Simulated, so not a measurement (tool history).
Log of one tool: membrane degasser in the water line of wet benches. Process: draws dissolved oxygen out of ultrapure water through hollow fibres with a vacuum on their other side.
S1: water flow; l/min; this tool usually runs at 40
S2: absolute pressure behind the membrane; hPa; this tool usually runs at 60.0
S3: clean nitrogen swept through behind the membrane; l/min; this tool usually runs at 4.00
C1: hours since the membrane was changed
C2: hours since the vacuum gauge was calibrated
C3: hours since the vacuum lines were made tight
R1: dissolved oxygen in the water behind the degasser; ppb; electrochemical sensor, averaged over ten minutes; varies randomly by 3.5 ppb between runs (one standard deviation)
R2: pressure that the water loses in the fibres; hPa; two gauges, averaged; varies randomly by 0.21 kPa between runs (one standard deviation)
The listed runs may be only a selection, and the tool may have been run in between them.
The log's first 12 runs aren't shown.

{"run": 13, "hour": 1994.8, "S1": 40, "S2": 60.0, "S3": 10.78, "C1": 4432, "C2": 8007, "C3": 6045, "R1": 315.9, "R2": 509.8}
{"run": 14, "hour": 2207.3, "S1": 40, "S2": 60.0, "S3": 4.0, "C1": 4644, "C2": 8220, "C3": 6258, "R1": 353.2, "R2": 509.3}
{"hour": 2222.3, "done": "vacuum gauge calibrated"}
{"run": 15, "hour": 2411.2, "S1": 43, "S2": 60.0, "S3": 4.0, "C1": 4848, "C2": 189, "C3": 6461, "R1": 412.9, "R2": 546.8}
{"run": 16, "hour": 2631.2, "S1": 40, "S2": 60.0, "S3": 4.0, "C1": 5068, "C2": 409, "C3": 6681, "R1": 352.8, "R2": 504.6}
{"run": 17, "hour": 2815.1, "S1": 24, "S2": 94.4, "S3": 7.85, "C1": 5252, "C2": 593, "C3": 6865, "R1": 102.8, "R2": 307.1}
{"run": 18, "hour": 2978.0, "S1": 40, "S2": 45.1, "S3": 4.0, "C1": 5414, "C2": 756, "C3": 7028, "R1": 317.7, "R2": 504.4}
{"run": 19, "hour": 3139.1, "S1": 40, "S2": 45.4, "S3": 2.37, "C1": 5576, "C2": 917, "C3": 7189, "R1": 339.0, "R2": 507.2}
{"run": 20, "hour": 3288.1, "S1": 48, "S2": 126.1, "S3": 2.92, "C1": 5725, "C2": 1066, "C3": 7338, "R1": 761.7, "R2": 610.6}
{"run": 21, "hour": 3501.6, "S1": 27, "S2": 71.0, "S3": 3.35, "C1": 5938, "C2": 1279, "C3": 7551, "R1": 160.1, "R2": 342.0}
{"run": 22, "hour": 3696.3, "S1": 30, "S2": 60.0, "S3": 2.51, "C1": 6133, "C2": 1474, "C3": 7746, "R1": 203.1, "R2": 381.8}
{"run": 23, "hour": 3912.9, "S1": 27, "S2": 67.1, "S3": 3.64, "C1": 6349, "C2": 1691, "C3": 7963, "R1": 147.1, "R2": 341.0}
{"run": 24, "hour": 4121.2, "S1": 27, "S2": 67.1, "S3": 3.64, "C1": 6558, "C2": 1899, "C3": 8171, "R1": 151.1, "R2": 341.6}
{"run": 25, "hour": 4230.1, "S1": 27, "S2": 67.1, "S3": 3.64, "C1": 6667, "C2": 2008, "C3": 8280, "R1": 147.4, "R2": 343.3}
{"run": 26, "hour": 4412.4, "S1": 38, "S2": 40.9, "S3": 4.0, "C1": 6849, "C2": 2190, "C3": 8462, "R1": 273.7, "R2": 482.9}
{"run": 27, "hour": 4579.4, "S1": 63, "S2": 53.7, "S3": 2.32, "C1": 7016, "C2": 2357, "C3": 8629, "R1": 896.4, "R2": 796.0}
{"run": 28, "hour": 4758.1, "S1": 63, "S2": 53.7, "S3": 2.32, "C1": 7195, "C2": 2536, "C3": 8808, "R1": 880.4, "R2": 793.4}
{"run": 29, "hour": 4900.7, "S1": 40, "S2": 44.1, "S3": 4.0, "C1": 7337, "C2": 2678, "C3": 8950, "R1": 314.6, "R2": 502.1}
{"run": 30, "hour": 5078.5, "S1": 31, "S2": 61.4, "S3": 7.48, "C1": 7515, "C2": 2856, "C3": 9128, "R1": 169.9, "R2": 390.6}
{"hour": 5123.0, "done": "seals of the vacuum lines changed"}
{"run": 31, "hour": 5248.4, "S1": 50, "S2": 60.0, "S3": 4.0, "C1": 7683, "C2": 3024, "C3": 125, "R1": 571.3, "R2": 630.9}
{"run": 32, "hour": 5410.5, "S1": 60, "S2": 95.4, "S3": 4.0, "C1": 7845, "C2": 3186, "C3": 288, "R1": 912.4, "R2": 760.1}

Consider 3 possible next runs. They are alternatives, not a sequence: every one starts from the tool as it was left by run 32. What does each give?
{"run": "A", "hour": 5590.0, "S1": 40, "S2": 102.2, "S3": 4.0, "C1": 8024, "C2": 3366, "C3": 467, "R1": "?", "R2": "?"}
{"run": "B", "hour": 5590.0, "S1": 55, "S2": 44.3, "S3": 5.58, "C1": 8024, "C2": 3366, "C3": 467, "R1": "?", "R2": "?"}
{"run": "C", "hour": 5590.0, "S1": 39, "S2": 56.8, "S3": 2.91, "C1": 8024, "C2": 3366, "C3": 467, "R1": "?", "R2": "?"}

run=A R1=437.5 R2=504.3
run=B R1=638.8 R2=688.5
run=C R1=347.9 R2=490.4
The same runs, with their run-to-run variation unchanged, on a tool lacking any hidden condition would have given:
run=A R1=436.7 R2=513.1
run=B R1=637.4 R2=700.5
run=C R1=347.0 R2=499.0

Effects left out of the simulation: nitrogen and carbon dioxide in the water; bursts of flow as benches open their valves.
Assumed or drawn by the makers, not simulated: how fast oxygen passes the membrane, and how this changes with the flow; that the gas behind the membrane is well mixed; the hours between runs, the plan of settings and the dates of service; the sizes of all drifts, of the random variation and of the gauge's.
